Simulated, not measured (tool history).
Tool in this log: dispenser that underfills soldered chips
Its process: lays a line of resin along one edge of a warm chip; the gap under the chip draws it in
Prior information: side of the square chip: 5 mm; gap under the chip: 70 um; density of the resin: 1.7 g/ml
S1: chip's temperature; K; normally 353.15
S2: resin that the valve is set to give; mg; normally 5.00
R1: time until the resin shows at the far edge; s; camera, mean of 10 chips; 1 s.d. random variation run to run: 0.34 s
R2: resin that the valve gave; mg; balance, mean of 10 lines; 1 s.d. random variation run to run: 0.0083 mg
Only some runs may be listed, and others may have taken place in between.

run   hour      S1    S2    R1     R2
  1    0.0  353.15  5.00  30.3  4.854
  2    5.8  353.15  5.00  18.8  4.991
  3   10.6  353.15  5.00  24.7  5.000
  4   13.7  353.15  5.88  29.8  5.833
  5   17.0  351.15  5.00  17.5  4.976
  6   21.6  351.15  5.00  22.5  4.958
  7   25.3  353.15  4.75  26.8  4.708
  8   27.8  357.15  5.00  26.0  4.953
  9   32.8  353.15  5.00  18.4  4.925
 10   35.7  353.15  5.00  21.7  4.924
 11   38.9  353.15  5.00  26.5  4.917
 12   43.6  353.15  5.00  16.5  4.897
 13   46.5  353.15  5.00  19.1  4.896
 14   50.4  353.15  5.00  23.6  4.888
 15   54.0  353.15  5.00  28.8  4.871
 16   59.1  353.15  5.00  18.1  4.861
 17   61.8  353.15  5.00  21.2  4.853
 18   67.5  353.15  5.00  28.5  4.854
 19   72.8  366.15  5.00  10.8  5.001
 20   76.4  363.15  4.68  14.4  4.680
 21   81.3  363.15  4.68  19.5  4.667
 22   85.3  356.15  4.88  14.5  4.848
 23   88.8  356.15  4.88  17.0  4.849
 24   92.3  356.15  4.88  21.6  4.854
 25   97.7  356.15  4.88  28.7  4.819
 26  103.5  350.15  5.39  23.7  5.324
 27  107.4  355.15  5.01  23.6  4.918
 28  110.2  347.15  6.35  38.1  6.254
 29  113.7  347.15  6.35  23.2  6.236
 30  117.9  368.15  6.35  12.5  6.219
 31  121.3  357.15  6.42  22.6  6.262
 32  124.4  357.15  6.42  27.1  6.271
 33  129.0  344.15  5.69  27.4  5.542
 34  132.3  368.15  5.09  12.8  4.968
 35  135.6  365.15  5.00  17.8  4.849

Missing from the log above: 12 entries noted between runs. For each, name the pair of listed runs it sits between and say how the tool's hidden condition differs from the listed run just before to the listed run just after:
Run 1 -> run 2: new syringe of resin (hour 1.5); dispensing valve cleaned and set on the balance (hour 3.4)
  resin's viscosity, % of fresh resin's: 191.5 -> 122.5; dose that the valve gives, % of what is set: 96.92 -> 99.9; true chip temperature over the reading, C: -0.3 -> -0.32
  measured value less the no-hidden-state value, R1: +14.6 -> +3.7 s; R2: -0.154 -> -0.005 mg
Run 4 -> run 5: new syringe of resin (hour 15.9)
  resin's viscosity, % of fresh resin's: 190.2 -> 105.1; dose that the valve gives, % of what is set: 99.53 -> 99.36; true chip temperature over the reading, C: -0.35 -> -0.36
  measured value less the no-hidden-state value, R1: +14.4 -> +1.1 s; R2: -0.028 -> -0.032 mg
Run 8 -> run 9: new syringe of resin (hour 29.4)
  resin's viscosity, % of fresh resin's: 192.6 -> 118.9; dose that the valve gives, % of what is set: 98.83 -> 98.59; true chip temperature over the reading, C: -0.4 -> -0.42
  measured value less the no-hidden-state value, R1: +12.6 -> +3.2 s; R2: -0.058 -> -0.071 mg
Run 11 -> run 12: new syringe of resin (hour 43.1)
  resin's viscosity, % of fresh resin's: 167.6 -> 102.7; dose that the valve gives, % of what is set: 98.29 -> 98.08; true chip temperature over the reading, C: -0.44 -> -0.46
  measured value less the no-hidden-state value, R1: +10.9 -> +0.8 s; R2: -0.085 -> -0.096 mg
Run 15 -> run 16: new syringe of resin (hour 56.6)
  resin's viscosity, % of fresh resin's: 183.5 -> 114.5; dose that the valve gives, % of what is set: 97.58 -> 97.35; true chip temperature over the reading, C: -0.5 -> -0.52
  measured value less the no-hidden-state value, R1: +13.5 -> +2.7 s; R2: -0.121 -> -0.133 mg
Run 18 -> run 19: new syringe of resin (hour 70.2); dispensing valve cleaned and set on the balance (hour 72.0)
  resin's viscosity, % of fresh resin's: 183 -> 109.9; dose that the valve gives, % of what is set: 96.94 -> 100.08; true chip temperature over the reading, C: -0.55 -> -0.57
  measured value less the no-hidden-state value, R1: +13.2 -> +1.2 s; R2: -0.153 -> +0.004 mg
Run 21 -> run 22: new syringe of resin (hour 84.7)
  resin's viscosity, % of fresh resin's: 176.7 -> 102.7; dose that the valve gives, % of what is set: 99.67 -> 99.48; true chip temperature over the reading, C: -0.6 -> -0.61
  measured value less the no-hidden-state value, R1: +8.6 -> +0.7 s; R2: -0.015 -> -0.025 mg
Run 25 -> run 26: new syringe of resin (hour 98.5)
  resin's viscosity, % of fresh resin's: 205.7 -> 132.2; dose that the valve gives, % of what is set: 98.88 -> 98.59; true chip temperature over the reading, C: -0.66 -> -0.68
  measured value less the no-hidden-state value, R1: +15.1 -> +6.2 s; R2: -0.055 -> -0.076 mg
Run 28 -> run 29: new syringe of resin (hour 112.0)
  resin's viscosity, % of fresh resin's: 192.4 -> 111.8; dose that the valve gives, % of what is set: 98.28 -> 98.12; true chip temperature over the reading, C: -0.71 -> -0.72
  measured value less the no-hidden-state value, R1: +18.7 -> +3.0 s; R2: -0.110 -> -0.119 mg
Run 32 -> run 33: new syringe of resin (hour 125.4)
  resin's viscosity, % of fresh resin's: 203.6 -> 121.3; dose that the valve gives, % of what is set: 97.59 -> 97.37; true chip temperature over the reading, C: -0.77 -> -0.78
  measured value less the no-hidden-state value, R1: +14.0 -> +5.6 s; R2: -0.154 -> -0.150 mg
